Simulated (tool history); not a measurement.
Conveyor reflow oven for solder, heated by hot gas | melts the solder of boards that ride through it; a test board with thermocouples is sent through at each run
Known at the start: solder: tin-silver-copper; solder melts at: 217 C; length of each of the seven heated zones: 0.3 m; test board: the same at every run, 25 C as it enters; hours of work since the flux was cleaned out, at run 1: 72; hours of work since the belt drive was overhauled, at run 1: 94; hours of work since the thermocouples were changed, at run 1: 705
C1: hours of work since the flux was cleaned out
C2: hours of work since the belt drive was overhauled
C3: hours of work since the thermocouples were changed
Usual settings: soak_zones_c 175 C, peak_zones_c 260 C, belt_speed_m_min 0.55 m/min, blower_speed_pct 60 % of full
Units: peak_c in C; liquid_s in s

Run 1, hour 0: usual settings; C1 72; C2 94; C3 705. Result: peak_c 248.2 C, liquid_s 46.3 s.
Run 2, hour 8.2: usual settings; C1 76; C2 99; C3 709. Result: peak_c 248.5 C, liquid_s 47.7 s.
Run 3, hour 16.4: usual settings but belt_speed_m_min 0.449 m/min; C1 81; C2 104; C3 714. Result: peak_c 253.3 C, liquid_s 63.6 s.
Run 4, hour 28.4: usual settings but belt_speed_m_min 0.487 m/min; C1 88; C2 111; C3 721. Result: peak_c 251 C, liquid_s 56.1 s.
Run 5, hour 45.5: usual settings but belt_speed_m_min 0.487 m/min; C1 98; C2 121; C3 731. Result: peak_c 251.5 C, liquid_s 56.9 s.
Run 6, hour 58.3: usual settings but belt_speed_m_min 0.487 m/min; C1 106; C2 128; C3 738. Result: peak_c 251.4 C, liquid_s 56.2 s.
Run 7, hour 67.8: usual settings but belt_speed_m_min 0.487 m/min; C1 111; C2 134; C3 744. Result: peak_c 251.3 C, liquid_s 56.6 s.
Run 8, hour 75.8: usual settings but belt_speed_m_min 0.487 m/min; C1 116; C2 138; C3 749. Result: peak_c 251.4 C, liquid_s 55.9 s.
Run 9, hour 91: usual settings but belt_speed_m_min 0.487 m/min; C1 125; C2 147; C3 757. Result: peak_c 250.9 C, liquid_s 56.2 s.
Run 10, hour 98.5: usual settings but belt_speed_m_min 0.487 m/min; C1 129; C2 151; C3 762. Result: peak_c 251.6 C, liquid_s 56.7 s.
Run 11, hour 106.8: usual settings but belt_speed_m_min 0.647 m/min; C1 134; C2 156; C3 767. Result: peak_c 242.8 C, liquid_s 35.7 s.
Run 12, hour 119.2: usual settings but belt_speed_m_min 0.647 m/min; C1 141; C2 163; C3 774. Result: peak_c 242.9 C, liquid_s 35.7 s.
Run 13, hour 132.9: usual settings; C1 149; C2 171; C3 782. Result: peak_c 247.6 C, liquid_s 47.2 s.
Run 14, hour 140.4: usual settings; C1 153; C2 176; C3 786. Result: peak_c 247.7 C, liquid_s 47.2 s.
Run 15, hour 152.5: usual settings but blower_speed_pct 59 % of full; C1 160; C2 183; C3 793. Result: peak_c 247.9 C, liquid_s 46.3 s.
Run 16, hour 167.4: usual settings but soak_zones_c 184 C, belt_speed_m_min 0.65 m/min, blower_speed_pct 57 % of full; C1 169; C2 191; C3 802. Result: peak_c 244 C, liquid_s 38.3 s.
Run 17, hour 181.3: usual settings but soak_zones_c 184 C, belt_speed_m_min 0.65 m/min, blower_speed_pct 57 % of full; C1 177; C2 200; C3 810. Result: peak_c 243.9 C, liquid_s 37.9 s.
Run 18, hour 195: usual settings but soak_zones_c 184 C, peak_zones_c 274 C, belt_speed_m_min 0.518 m/min, blower_speed_pct 77 % of full; C1 185; C2 208; C3 818. Result: peak_c 265.8 C, liquid_s 63.3 s.
Run 19, hour 202.2: usual settings but soak_zones_c 184 C, peak_zones_c 274 C, belt_speed_m_min 0.518 m/min, blower_speed_pct 77 % of full; C1 189; C2 212; C3 822. Result: peak_c 265.6 C, liquid_s 63.4 s.
At hour 220: flux residue cleaned out of gas plates and filters.
Run 20, hour 223.7: usual settings but soak_zones_c 161 C, peak_zones_c 268 C, belt_speed_m_min 0.596 m/min, blower_speed_pct 61 % of full; C1 2; C2 221; C3 832. Result: peak_c 250.8 C, liquid_s 41.1 s.
Run 21, hour 240.3: usual settings but soak_zones_c 161 C, peak_zones_c 253 C, belt_speed_m_min 0.596 m/min, blower_speed_pct 64 % of full; C1 12; C2 231; C3 841. Result: peak_c 238.8 C, liquid_s 32.9 s.
Run 22, hour 256.4: usual settings but peak_zones_c 249 C; C1 21; C2 240; C3 851. Result: peak_c 239.4 C, liquid_s 40.5 s.
Run 23, hour 273.9: usual settings but belt_speed_m_min 0.558 m/min; C1 31; C2 250; C3 861. Result: peak_c 248.6 C, liquid_s 46.7 s.
Run 24, hour 291.4: usual settings but peak_zones_c 264 C, belt_speed_m_min 0.551 m/min, blower_speed_pct 61 % of full; C1 41; C2 261; C3 871. Result: peak_c 252.5 C, liquid_s 50.9 s.
Run 25, hour 308.1: usual settings but belt_speed_m_min 0.485 m/min, blower_speed_pct 75 % of full; C1 51; C2 270; C3 881. Result: peak_c 254.5 C, liquid_s 59.6 s.
Run 26, hour 318.6: usual settings but soak_zones_c 173 C, peak_zones_c 251 C, blower_speed_pct 77 % of full; C1 57; C2 276; C3 887. Result: peak_c 242.9 C, liquid_s 44.7 s.
Run 27, hour 327.1: usual settings but soak_zones_c 173 C, peak_zones_c 251 C, blower_speed_pct 77 % of full; C1 62; C2 281; C3 892. Result: peak_c 243.3 C, liquid_s 44.9 s.
Run 28, hour 334.8: usual settings but soak_zones_c 173 C, peak_zones_c 251 C, belt_speed_m_min 0.519 m/min, blower_speed_pct 82 % of full; C1 67; C2 286; C3 896. Result: peak_c 245.3 C, liquid_s 49.3 s.
Run 29, hour 349.5: usual settings but soak_zones_c 167 C, peak_zones_c 249 C, belt_speed_m_min 0.519 m/min, blower_speed_pct 82 % of full; C1 75; C2 294; C3 905. Result: peak_c 242.8 C, liquid_s 46.7 s.
Run 30, hour 366.2: usual settings but peak_zones_c 264 C, belt_speed_m_min 0.586 m/min; C1 85; C2 304; C3 914. Result: peak_c 249.9 C, liquid_s 45 s.

Forecast each of these 4 alternatives for the next run:
Run A, hour 374.9: usual settings but soak_zones_c 178 C, peak_zones_c 264 C, belt_speed_m_min 0.5 m/min; C1 90; C2 309; C3 919. Result: peak_c ?, liquid_s ?.
Run B, hour 374.9: usual settings but soak_zones_c 163 C, peak_zones_c 257 C, belt_speed_m_min 0.586 m/min; C1 90; C2 309; C3 919. Result: peak_c ?, liquid_s ?.
Run C, hour 374.9: usual settings but peak_zones_c 255 C, belt_speed_m_min 0.586 m/min; C1 90; C2 309; C3 919. Result: peak_c ?, liquid_s ?.
Run D, hour 374.9: usual settings but soak_zones_c 185 C, peak_zones_c 264 C, belt_speed_m_min 0.586 m/min; C1 90; C2 309; C3 919. Result: peak_c ?, liquid_s ?.

run  peak_c  liquid_s
  A   254.7      58.1
  B   241.8      36.2
  C   242.7      39.7
  D   252.4      49.2
Without the tool's hidden state the same runs would have given:
run  peak_c  liquid_s
  A   252.9      56.8
  B   240.3        35
  C   241.1      38.4
  D   250.8      48.1
